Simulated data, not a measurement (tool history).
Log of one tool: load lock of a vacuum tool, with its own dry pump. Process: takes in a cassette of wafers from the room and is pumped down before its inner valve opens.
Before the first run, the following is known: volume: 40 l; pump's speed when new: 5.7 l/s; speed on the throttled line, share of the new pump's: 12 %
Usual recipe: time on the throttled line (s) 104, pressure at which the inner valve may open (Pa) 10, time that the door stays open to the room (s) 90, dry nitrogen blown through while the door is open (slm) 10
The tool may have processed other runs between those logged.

run     hour  time on the throttled line (s)  pressure at which the inner valve may open (Pa)  time that the door stays open to the room (s)  dry nitrogen blown through while the door is open (slm)  incoming humidity of the room's air, %  time from the closed door until the inner valve may open (s)  rise of the pressure with all valves shut (Pa/min)
  1      0.0                             104                                               10                                             90                                                       10                                    46.1                                                         155.8                                               0.342
  2    198.5                             104                                               10                                             90                                                       10                                    48.1                                                         156.6                                               0.356
  3    551.4                             104                                               10                                             90                                                       10                                    45.0                                                         154.1                                               0.381
  4    867.9                             104                                               10                                             90                                                       10                                    46.2                                                         155.8                                               0.388
  5   1056.6                             104                                               10                                             90                                                       10                                    43.1                                                         156.3                                               0.393
  6   1414.9                             104                                               10                                             90                                                       10                                    46.5                                                         156.5                                               0.424
  7   1834.7                             104                                               10                                             90                                                       10                                    42.4                                                         156.5                                               0.434
  8   2210.1                             104                                               10                                             90                                                       10                                    45.3                                                         155.2                                               0.472
  9   2579.9                             104                                               10                                             90                                                       10                                    43.3                                                         156.2                                               0.488
 10   2865.7                             104                                               10                                             90                                                       10                                    41.5                                                         156.6                                               0.486
 11   3207.6                             104                                               10                                            158                                                       10                                    44.3                                                         157.8                                               0.562
      3477.7  -- door's seal changed, seat wiped
 12   3532.9                             104                                               10                                            158                                                       10                                    45.4                                                         157.0                                               0.103
 13   3902.6                             104                                               10                                            158                                                       10                                    48.2                                                         157.2                                               0.110
 14   4191.7                             104                                               10                                            158                                                       11                                    48.0                                                         156.2                                               0.113
 15   4613.5                             104                                               10                                            158                                                       11                                    44.9                                                         157.4                                               0.122
 16   4924.9                             104                                               10                                             90                                                       10                                    44.9                                                         157.9                                               0.100
 17   5175.9                             104                                               10                                             90                                                       10                                    45.5                                                         157.1                                               0.099
 18   5603.5                             104                                               10                                             90                                                       10                                    42.0                                                         157.9                                               0.106
 19   5840.2                             104                                               10                                             90                                                       10                                    46.3                                                         156.5                                               0.114
 20   6127.2                              62                                               10                                             84                                                       10                                    46.6                                                         121.8                                               0.123
 21   6424.1                              62                                               16                                             84                                                       18                                    45.6                                                         118.1                                               0.117
 22   6845.7                              62                                               19                                             84                                                       18                                    46.4                                                         116.0                                               0.120
 23   7139.0                              56                                               19                                             84                                                        4                                    44.9                                                         111.4                                               0.157
 24   7354.3                              56                                               19                                             84                                                        4                                    45.5                                                         111.7                                               0.166
 25   7643.7                              56                                               10                                             84                                                        4                                    41.7                                                         116.7                                               0.169
 26   7958.0                              87                                               10                                             90                                                       10                                    46.1                                                         144.2                                               0.173
 27   8236.1                              87                                               10                                             90                                                       10                                    47.3                                                         142.9                                               0.180
 28   8568.6                              80                                                8                                             90                                                        6                                    44.4                                                         138.5                                               0.201
 29   8999.5                              80                                                8                                             90                                                        6                                    46.2                                                         140.2                                               0.207
 30   9318.9                              80                                                8                                             90                                                        6                                    42.9                                                         139.9                                               0.226
 31   9711.4                             182                                               10                                             90                                                        5                                    44.6                                                         225.3                                               0.249
 32   9986.4                             182                                               10                                             90                                                        5                                    44.6                                                         229.1                                               0.259
 33  10203.3                              70                                               12                                             46                                                       14                                    39.4                                                         127.4                                               0.228
 34  10499.5                              70                                               12                                             46                                                       14                                    43.5                                                         128.1                                               0.231
 35  10822.3                             205                                               10                                             32                                                       18                                    47.7                                                         247.5                                               0.245
 36  11207.9                              90                                                7                                             90                                                       10                                    45.5                                                         151.3                                               0.308
 37  11420.8                              77                                                7                                             90                                                       10                                    44.8                                                         139.7                                               0.312

Forecast each of these 3 alternatives for the next run:
  A  11837.5                             104                                               16                                             90                                                       10                                    48.3                                                             ?                                                   ?
  B  11837.5                             170                                               10                                             90                                                       10                                    46.2                                                             ?                                                   ?
  C  11837.5                              77                                                7                                             90                                                       27                                    44.6                                                             ?                                                   ?

run  time from the closed door until the inner valve may open (s)  rise of the pressure with all valves shut (Pa/min)
  A                                                         155.1                                               0.337
  B                                                         215.6                                               0.334
  C                                                         140.6                                               0.311
Stripped of hidden state, with their random variation kept, the same runs would have yielded:
run  time from the closed door until the inner valve may open (s)  rise of the pressure with all valves shut (Pa/min)
  A                                                         151.4                                               0.077
  B                                                         212.3                                               0.076
  C                                                         136.1                                               0.051
